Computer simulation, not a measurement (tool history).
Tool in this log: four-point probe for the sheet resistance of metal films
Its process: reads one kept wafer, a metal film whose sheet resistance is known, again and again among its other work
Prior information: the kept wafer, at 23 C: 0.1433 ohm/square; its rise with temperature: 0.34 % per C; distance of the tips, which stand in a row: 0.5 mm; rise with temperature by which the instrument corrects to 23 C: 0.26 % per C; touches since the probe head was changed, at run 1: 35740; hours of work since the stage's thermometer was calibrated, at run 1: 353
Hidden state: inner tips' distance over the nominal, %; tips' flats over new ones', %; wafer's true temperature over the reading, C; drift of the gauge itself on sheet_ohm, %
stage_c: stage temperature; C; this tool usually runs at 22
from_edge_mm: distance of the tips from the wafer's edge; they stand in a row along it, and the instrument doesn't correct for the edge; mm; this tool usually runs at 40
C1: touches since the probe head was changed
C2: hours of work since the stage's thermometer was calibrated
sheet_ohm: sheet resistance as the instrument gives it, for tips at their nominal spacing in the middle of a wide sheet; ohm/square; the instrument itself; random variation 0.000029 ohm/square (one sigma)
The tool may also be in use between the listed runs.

{"run": 1, "day": 0.0, "stage_c": 22, "from_edge_mm": 40, "C1": 35740, "C2": 353, "sheet_ohm": 0.143782}
{"run": 2, "day": 2.842, "stage_c": 22, "from_edge_mm": 40, "C1": 39439, "C2": 396, "sheet_ohm": 0.143817}
{"run": 3, "day": 4.925, "stage_c": 22, "from_edge_mm": 20, "C1": 42158, "C2": 428, "sheet_ohm": 0.143886}
{"run": 4, "day": 7.508, "stage_c": 22, "from_edge_mm": 20, "C1": 45522, "C2": 468, "sheet_ohm": 0.143941}
{"run": 5, "day": 9.229, "stage_c": 22, "from_edge_mm": 20, "C1": 47764, "C2": 494, "sheet_ohm": 0.143955}
{"run": 6, "day": 10.821, "stage_c": 22, "from_edge_mm": 19, "C1": 49833, "C2": 518, "sheet_ohm": 0.144025}
{"run": 7, "day": 13.783, "stage_c": 22, "from_edge_mm": 19, "C1": 53696, "C2": 564, "sheet_ohm": 0.144048}
{"run": 8, "day": 16.158, "stage_c": 22, "from_edge_mm": 19, "C1": 56787, "C2": 600, "sheet_ohm": 0.144091}
{"run": 9, "day": 18.35, "stage_c": 22, "from_edge_mm": 40, "C1": 59642, "C2": 633, "sheet_ohm": 0.144075}
{"run": 10, "day": 21.325, "stage_c": 22, "from_edge_mm": 40, "C1": 63520, "C2": 679, "sheet_ohm": 0.144203}
{"run": 11, "day": 24.496, "stage_c": 22, "from_edge_mm": 40, "C1": 67650, "C2": 727, "sheet_ohm": 0.144202}
{"run": 12, "day": 26.908, "stage_c": 20, "from_edge_mm": 40, "C1": 70789, "C2": 764, "sheet_ohm": 0.144099}
{"run": 13, "day": 29.162, "stage_c": 20, "from_edge_mm": 40, "C1": 73730, "C2": 799, "sheet_ohm": 0.144099}
{"run": 14, "day": 31.338, "stage_c": 22, "from_edge_mm": 40, "C1": 76561, "C2": 832, "sheet_ohm": 0.144338}
{"run": 15, "day": 33.429, "stage_c": 19, "from_edge_mm": 40, "C1": 79282, "C2": 864, "sheet_ohm": 0.144057}
{"run": 16, "day": 35.025, "stage_c": 22, "from_edge_mm": 40, "C1": 81364, "C2": 888, "sheet_ohm": 0.144421}
{"run": 17, "day": 37.842, "stage_c": 26, "from_edge_mm": 40, "C1": 85030, "C2": 931, "sheet_ohm": 0.144875}
{"run": 18, "day": 40.504, "stage_c": 26, "from_edge_mm": 40, "C1": 88502, "C2": 972, "sheet_ohm": 0.144948}
{"run": 19, "day": 42.671, "stage_c": 18, "from_edge_mm": 40, "C1": 91324, "C2": 1005, "sheet_ohm": 0.14409}
{"run": 20, "day": 45.9, "stage_c": 18, "from_edge_mm": 40, "C1": 95530, "C2": 1054, "sheet_ohm": 0.144214}
{"run": 21, "day": 47.825, "stage_c": 18, "from_edge_mm": 40, "C1": 98037, "C2": 1084, "sheet_ohm": 0.144191}
{"run": 22, "day": 49.717, "stage_c": 18, "from_edge_mm": 40, "C1": 100502, "C2": 1113, "sheet_ohm": 0.144263}
{"run": 23, "day": 51.421, "stage_c": 18, "from_edge_mm": 40, "C1": 102718, "C2": 1139, "sheet_ohm": 0.14431}
{"run": 24, "day": 53.208, "stage_c": 28, "from_edge_mm": 38, "C1": 105049, "C2": 1166, "sheet_ohm": 0.145358}
{"run": 25, "day": 56.421, "stage_c": 22, "from_edge_mm": 8, "C1": 109233, "C2": 1215, "sheet_ohm": 0.145143}
{"run": 26, "day": 59.292, "stage_c": 31, "from_edge_mm": 5, "C1": 112971, "C2": 1259, "sheet_ohm": 0.146532}
{"run": 27, "day": 61.075, "stage_c": 34, "from_edge_mm": 11, "C1": 115297, "C2": 1286, "sheet_ohm": 0.146242}
{"run": 28, "day": 63.588, "stage_c": 28, "from_edge_mm": 3, "C1": 118569, "C2": 1325, "sheet_ohm": 0.147638}
{"run": 29, "day": 65.221, "stage_c": 21, "from_edge_mm": 22, "C1": 120698, "C2": 1350, "sheet_ohm": 0.144931}

Expected results for the next run?
{"run": 30, "day": 68.212, "stage_c": 33, "from_edge_mm": 37, "C1": 124592, "C2": 1395, "sheet_ohm": "?"}

sheet_ohm: 0.146119 ohm/square
On a tool with no hidden condition, and with the same random variation, this run would have come out at sheet_ohm 0.144304 ohm/square.
